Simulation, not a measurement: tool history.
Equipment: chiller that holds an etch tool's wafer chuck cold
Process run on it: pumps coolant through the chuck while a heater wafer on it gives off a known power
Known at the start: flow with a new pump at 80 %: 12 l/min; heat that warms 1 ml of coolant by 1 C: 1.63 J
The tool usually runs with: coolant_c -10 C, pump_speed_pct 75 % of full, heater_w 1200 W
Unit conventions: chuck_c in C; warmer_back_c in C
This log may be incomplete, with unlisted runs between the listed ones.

{"run": 1, "hour": 0.0, "coolant_c": -10, "pump_speed_pct": 75, "heater_w": 1200, "chuck_c": -1.92, "warmer_back_c": 3.94}
{"run": 2, "hour": 37.9, "coolant_c": -13, "pump_speed_pct": 75, "heater_w": 1200, "chuck_c": -4.92, "warmer_back_c": 3.95}
{"run": 3, "hour": 73.2, "coolant_c": -10, "pump_speed_pct": 75, "heater_w": 1200, "chuck_c": -1.97, "warmer_back_c": 3.93}
{"run": 4, "hour": 125.3, "coolant_c": -10, "pump_speed_pct": 75, "heater_w": 1200, "chuck_c": -1.91, "warmer_back_c": 3.95}
{"run": 5, "hour": 164.0, "coolant_c": -10, "pump_speed_pct": 75, "heater_w": 1200, "chuck_c": -1.92, "warmer_back_c": 3.93}
{"run": 6, "hour": 210.6, "coolant_c": -13, "pump_speed_pct": 75, "heater_w": 1200, "chuck_c": -5, "warmer_back_c": 3.96}
{"run": 7, "hour": 251.6, "coolant_c": -13, "pump_speed_pct": 63, "heater_w": 1200, "chuck_c": -3.89, "warmer_back_c": 4.75}
{"run": 8, "hour": 295.0, "coolant_c": -13, "pump_speed_pct": 63, "heater_w": 1200, "chuck_c": -4.06, "warmer_back_c": 4.77}
{"run": 9, "hour": 325.1, "coolant_c": -10, "pump_speed_pct": 75, "heater_w": 1200, "chuck_c": -2.03, "warmer_back_c": 3.94}
{"run": 10, "hour": 364.7, "coolant_c": -10, "pump_speed_pct": 75, "heater_w": 1200, "chuck_c": -2.05, "warmer_back_c": 3.97}
{"run": 11, "hour": 386.4, "coolant_c": -10, "pump_speed_pct": 75, "heater_w": 1200, "chuck_c": -2.09, "warmer_back_c": 3.96}
{"run": 12, "hour": 419.1, "coolant_c": -13, "pump_speed_pct": 75, "heater_w": 1200, "chuck_c": -5.25, "warmer_back_c": 3.95}
{"run": 13, "hour": 458.1, "coolant_c": -13, "pump_speed_pct": 75, "heater_w": 1200, "chuck_c": -5.07, "warmer_back_c": 3.94}
{"run": 14, "hour": 481.3, "coolant_c": -13, "pump_speed_pct": 75, "heater_w": 1200, "chuck_c": -5.15, "warmer_back_c": 3.96}
{"run": 15, "hour": 511.4, "coolant_c": -10, "pump_speed_pct": 75, "heater_w": 610, "chuck_c": -6.19, "warmer_back_c": 2}
{"run": 16, "hour": 553.0, "coolant_c": -10, "pump_speed_pct": 75, "heater_w": 610, "chuck_c": -6.17, "warmer_back_c": 2}
{"run": 17, "hour": 600.1, "coolant_c": -10, "pump_speed_pct": 75, "heater_w": 1513, "chuck_c": -0.1, "warmer_back_c": 4.97}
{"run": 18, "hour": 651.2, "coolant_c": -10, "pump_speed_pct": 71, "heater_w": 1513, "chuck_c": 0.31, "warmer_back_c": 5.28}
{"run": 19, "hour": 687.4, "coolant_c": -3, "pump_speed_pct": 75, "heater_w": 673, "chuck_c": 1.18, "warmer_back_c": 2.23}
{"run": 20, "hour": 717.4, "coolant_c": -19, "pump_speed_pct": 64, "heater_w": 1156, "chuck_c": -10.58, "warmer_back_c": 4.54}
{"run": 21, "hour": 746.8, "coolant_c": -9, "pump_speed_pct": 71, "heater_w": 782, "chuck_c": -3.78, "warmer_back_c": 2.74}
{"run": 22, "hour": 772.7, "coolant_c": -1, "pump_speed_pct": 70, "heater_w": 643, "chuck_c": 3.21, "warmer_back_c": 2.31}
{"run": 23, "hour": 811.9, "coolant_c": -1, "pump_speed_pct": 70, "heater_w": 643, "chuck_c": 3.16, "warmer_back_c": 2.26}
{"hour": 836.2, "done": "gauge calibrated"}
{"run": 24, "hour": 865.3, "coolant_c": -10, "pump_speed_pct": 84, "heater_w": 881, "chuck_c": -4.41, "warmer_back_c": 2.54}
{"run": 25, "hour": 891.2, "coolant_c": -3, "pump_speed_pct": 75, "heater_w": 696, "chuck_c": 1.65, "warmer_back_c": 2.28}
{"run": 26, "hour": 925.5, "coolant_c": -12, "pump_speed_pct": 75, "heater_w": 738, "chuck_c": -6.88, "warmer_back_c": 2.41}
{"run": 27, "hour": 958.1, "coolant_c": -19, "pump_speed_pct": 87, "heater_w": 639, "chuck_c": -15.24, "warmer_back_c": 1.79}
{"run": 28, "hour": 1002.7, "coolant_c": -19, "pump_speed_pct": 87, "heater_w": 639, "chuck_c": -15.16, "warmer_back_c": 1.81}
{"run": 29, "hour": 1044.6, "coolant_c": -15, "pump_speed_pct": 75, "heater_w": 1656, "chuck_c": -3.87, "warmer_back_c": 5.43}
{"run": 30, "hour": 1090.0, "coolant_c": -10, "pump_speed_pct": 60, "heater_w": 1403, "chuck_c": 1.01, "warmer_back_c": 5.92}
{"run": 31, "hour": 1113.7, "coolant_c": -10, "pump_speed_pct": 75, "heater_w": 1058, "chuck_c": -2.96, "warmer_back_c": 3.5}

Forecast each of these 4 alternatives for the next run:
{"run": "A", "hour": 1161.5, "coolant_c": -10, "pump_speed_pct": 75, "heater_w": 1317, "chuck_c": "?", "warmer_back_c": "?"}
{"run": "B", "hour": 1161.5, "coolant_c": -10, "pump_speed_pct": 68, "heater_w": 812, "chuck_c": "?", "warmer_back_c": "?"}
{"run": "C", "hour": 1161.5, "coolant_c": -10, "pump_speed_pct": 90, "heater_w": 650, "chuck_c": "?", "warmer_back_c": "?"}
{"run": "D", "hour": 1161.5, "coolant_c": -10, "pump_speed_pct": 75, "heater_w": 1275, "chuck_c": "?", "warmer_back_c": "?"}

run=A chuck_c=-1.33 warmer_back_c=4.33
run=B chuck_c=-4.35 warmer_back_c=2.95
run=C chuck_c=-6.31 warmer_back_c=1.73
run=D chuck_c=-1.54 warmer_back_c=4.19
What these runs would have given with no unlogged condition in the tool:
run=A chuck_c=-1.15 warmer_back_c=4.33
run=B chuck_c=-4.17 warmer_back_c=2.95
run=C chuck_c=-6.13 warmer_back_c=1.73
run=D chuck_c=-1.37 warmer_back_c=4.19
